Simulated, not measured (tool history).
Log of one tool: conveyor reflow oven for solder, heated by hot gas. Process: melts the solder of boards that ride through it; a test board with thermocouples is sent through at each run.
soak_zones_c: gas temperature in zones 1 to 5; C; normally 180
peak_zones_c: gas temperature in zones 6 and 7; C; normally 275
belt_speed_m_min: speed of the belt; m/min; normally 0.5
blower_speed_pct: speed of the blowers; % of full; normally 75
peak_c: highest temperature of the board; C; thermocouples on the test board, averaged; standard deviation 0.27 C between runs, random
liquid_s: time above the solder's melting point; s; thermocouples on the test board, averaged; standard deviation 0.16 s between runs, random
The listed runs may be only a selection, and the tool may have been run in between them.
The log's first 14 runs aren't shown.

run   hour  soak_zones_c  peak_zones_c  belt_speed_m_min  blower_speed_pct  hours of work since the flux was cleaned out  hours of work since the belt drive was overhauled  hours of work since the thermocouples were changed  peak_c  liquid_s
 15  163.3           180           275               0.5                75                                            10                                                469                                                 879   259.1        61
 16    176           180           275               0.5                75                                            18                                                478                                                 887   259.3      60.8
 17  187.2           180           275             0.469                56                                            26                                                485                                                 895   256.2      62.5
 18  202.7           173           275               0.5                75                                            36                                                496                                                 905   258.4      57.5
 19  212.6           173           275               0.5                75                                            43                                                502                                                 912   257.8      57.9
 20  219.7           173           267             0.546                75                                            48                                                507                                                 917   248.7      46.5
 21  228.3           182           269             0.546                75                                            54                                                513                                                 923   251.5      51.7
 22  243.4           193           288             0.494                66                                            64                                                523                                                 933   271.1      71.3
 23  257.3           180           275               0.5                72                                            73                                                533                                                 942   258.7      59.9
 24    268           169           267             0.429                74                                            81                                                540                                                 950   254.3      64.5
 25  275.8           169           267             0.429                74                                            86                                                545                                                 955   254.6      64.7
 26  288.5           180           269             0.403                57                                            95                                                554                                                 964   255.5      73.3
 27  298.9           178           266             0.506                54                                           102                                                561                                                 971     245      47.9
 28  314.3           178           266             0.506                54                                           112                                                571                                                 981   244.7      47.9
 29  328.6           183           266             0.506                54                                           122                                                581                                                 991   245.8        51
 30  343.9           183           266             0.506                54                                           132                                                591                                                1001   245.7      50.6
 31  352.3           183           266             0.506                54                                           138                                                597                                                1007   245.9      50.7

3 ways to go on from here, each from the tool as it stands after run 31. What would each give?
  A  363.3           168           266             0.506                54                                           145                                                604                                                1014       ?         ?
  B  363.3           171           275             0.587                75                                           145                                                604                                                1014       ?         ?
  C  363.3           183           266             0.506                76                                           145                                                604                                                1014       ?         ?

run  peak_c  liquid_s
  A   242.2      42.5
  B   251.6      43.9
  C   250.5      56.6
Without the tool's unlogged condition, the same runs would have read:
run  peak_c  liquid_s
  A   244.4        44
  B     254      44.9
  C   252.9      57.4
